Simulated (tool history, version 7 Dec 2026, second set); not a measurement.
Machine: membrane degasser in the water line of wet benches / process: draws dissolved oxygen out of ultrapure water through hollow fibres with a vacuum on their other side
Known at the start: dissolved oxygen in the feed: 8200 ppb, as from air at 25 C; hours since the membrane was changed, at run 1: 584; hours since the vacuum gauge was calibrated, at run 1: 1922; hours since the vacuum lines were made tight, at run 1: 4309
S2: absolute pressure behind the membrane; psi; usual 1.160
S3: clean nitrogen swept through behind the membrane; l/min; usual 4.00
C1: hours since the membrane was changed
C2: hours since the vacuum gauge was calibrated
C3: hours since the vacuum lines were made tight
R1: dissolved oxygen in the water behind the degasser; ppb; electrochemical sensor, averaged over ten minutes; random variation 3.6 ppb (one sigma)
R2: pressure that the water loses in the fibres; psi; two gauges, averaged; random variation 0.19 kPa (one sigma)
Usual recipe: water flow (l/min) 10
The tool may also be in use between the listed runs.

{"run": 1, "hour": 0.0, "water flow (l/min)": 10, "S2": 1.16, "S3": 4.0, "C1": 584, "C2": 1922, "C3": 4309, "R1": 360.2, "R2": 5.416}
{"run": 2, "hour": 62.9, "water flow (l/min)": 10, "S2": 1.16, "S3": 4.0, "C1": 647, "C2": 1985, "C3": 4372, "R1": 364.3, "R2": 5.358}
{"run": 3, "hour": 119.4, "water flow (l/min)": 10, "S2": 1.16, "S3": 4.0, "C1": 704, "C2": 2041, "C3": 4429, "R1": 356.8, "R2": 5.408}
{"run": 4, "hour": 173.9, "water flow (l/min)": 10, "S2": 1.16, "S3": 4.0, "C1": 758, "C2": 2096, "C3": 4483, "R1": 357.1, "R2": 5.439}
{"run": 5, "hour": 226.3, "water flow (l/min)": 10, "S2": 1.16, "S3": 4.0, "C1": 811, "C2": 2148, "C3": 4536, "R1": 359.2, "R2": 5.372}
{"run": 6, "hour": 259.6, "water flow (l/min)": 10, "S2": 1.16, "S3": 4.0, "C1": 844, "C2": 2181, "C3": 4569, "R1": 361.8, "R2": 5.432}
{"run": 7, "hour": 299.4, "water flow (l/min)": 10, "S2": 1.16, "S3": 4.0, "C1": 884, "C2": 2221, "C3": 4609, "R1": 361.6, "R2": 5.442}
{"run": 8, "hour": 349.5, "water flow (l/min)": 10, "S2": 1.16, "S3": 2.0, "C1": 934, "C2": 2271, "C3": 4659, "R1": 379.1, "R2": 5.469}
{"run": 9, "hour": 390.7, "water flow (l/min)": 10, "S2": 1.16, "S3": 2.0, "C1": 975, "C2": 2313, "C3": 4700, "R1": 385.7, "R2": 5.482}
{"run": 10, "hour": 430.9, "water flow (l/min)": 7, "S2": 1.465, "S3": 1.8, "C1": 1015, "C2": 2353, "C3": 4740, "R1": 183.4, "R2": 3.794}
{"run": 11, "hour": 458.0, "water flow (l/min)": 6, "S2": 1.16, "S3": 2.64, "C1": 1042, "C2": 2380, "C3": 4767, "R1": 96.8, "R2": 3.282}
{"run": 12, "hour": 505.2, "water flow (l/min)": 6, "S2": 1.16, "S3": 2.64, "C1": 1090, "C2": 2427, "C3": 4815, "R1": 99.1, "R2": 3.298}
{"run": 13, "hour": 543.1, "water flow (l/min)": 13, "S2": 1.16, "S3": 4.0, "C1": 1127, "C2": 2465, "C3": 4852, "R1": 631.2, "R2": 7.091}
{"run": 14, "hour": 590.3, "water flow (l/min)": 10, "S2": 2.125, "S3": 10.83, "C1": 1175, "C2": 2512, "C3": 4900, "R1": 361.8, "R2": 5.461}

Run 15, settings as shown, results not yet in. Your forecast:
{"run": 15, "hour": 617.4, "water flow (l/min)": 10, "S2": 2.125, "S3": 10.83, "C1": 1202, "C2": 2539, "C3": 4927, "R1": "?", "R2": "?"}

R1: 355.4 ppb
R2: 5.448 psi
Minus the tool's unlogged condition, the same run would have read R1 355.2 ppb, R2 5.374 psi.

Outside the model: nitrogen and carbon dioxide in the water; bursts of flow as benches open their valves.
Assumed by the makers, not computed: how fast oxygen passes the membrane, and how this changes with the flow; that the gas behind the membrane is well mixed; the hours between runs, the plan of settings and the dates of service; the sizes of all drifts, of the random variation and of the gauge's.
